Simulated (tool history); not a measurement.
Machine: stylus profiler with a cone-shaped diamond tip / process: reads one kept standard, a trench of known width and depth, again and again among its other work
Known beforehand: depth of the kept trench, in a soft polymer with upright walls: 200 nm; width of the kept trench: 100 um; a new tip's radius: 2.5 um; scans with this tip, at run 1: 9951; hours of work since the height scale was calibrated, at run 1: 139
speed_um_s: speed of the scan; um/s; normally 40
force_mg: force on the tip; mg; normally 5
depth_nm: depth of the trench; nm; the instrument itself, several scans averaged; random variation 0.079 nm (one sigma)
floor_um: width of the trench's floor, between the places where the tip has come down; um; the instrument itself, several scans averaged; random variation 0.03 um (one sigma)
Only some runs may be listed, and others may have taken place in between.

run	hour	speed_um_s	force_mg	scans with this tip	hours of work since the height scale was calibrated	depth_nm	floor_um
1	0	40	5	9951	139	202.13	97
2	66.6	40	5	10096	169	201.98	96.95
3	132.2	40	5	10238	198	202.11	96.97
4	225.5	40	5	10441	239	202.03	96.88
5	354.7	40	8.84	10722	297	202.95	96.87
6	439.2	40	8.84	10906	335	202.84	96.93
7	570.2	40	8.84	11191	393	202.88	96.9
8	717.8	40	8.84	11512	459	202.85	96.87
9	842.1	40	8.84	11783	514	202.67	96.86
10	918.7	40	8.84	11949	549	202.71	96.83
11	1049.1	26	2.27	12233	607	200.5	96.81
12	1129.1	26	2.27	12407	643	200.65	96.77
13	1232	26	2.27	12631	688	200.62	96.78
14	1299.8	133	2.91	12778	719	200.77	96.26
15	1425	133	2.91	13051	775	200.42	96.26
16	1508.1	133	2.91	13232	812	200.73	96.27
17	1622.6	133	2.91	13481	863	200.58	96.19

Predict each of these 3 candidate next runs independently; none follows another, all start after run 17:
# hour 1670.3: height scale calibrated on a step standard
A	1705.5	27	2.82	13660	16	?	?
# hour 1670.3: height scale calibrated on a step standard
B	1705.5	38	2.26	13660	16	?	?
# hour 1670.3: height scale calibrated on a step standard
C	1705.5	40	3.3	13660	16	?	?

run	depth_nm	floor_um
A	201.48	96.73
B	201.44	96.59
C	201.7	96.63
Without the tool's unlogged condition, the same runs would have read:
run	depth_nm	floor_um
A	201.54	97.96
B	201.49	97.82
C	201.75	97.86
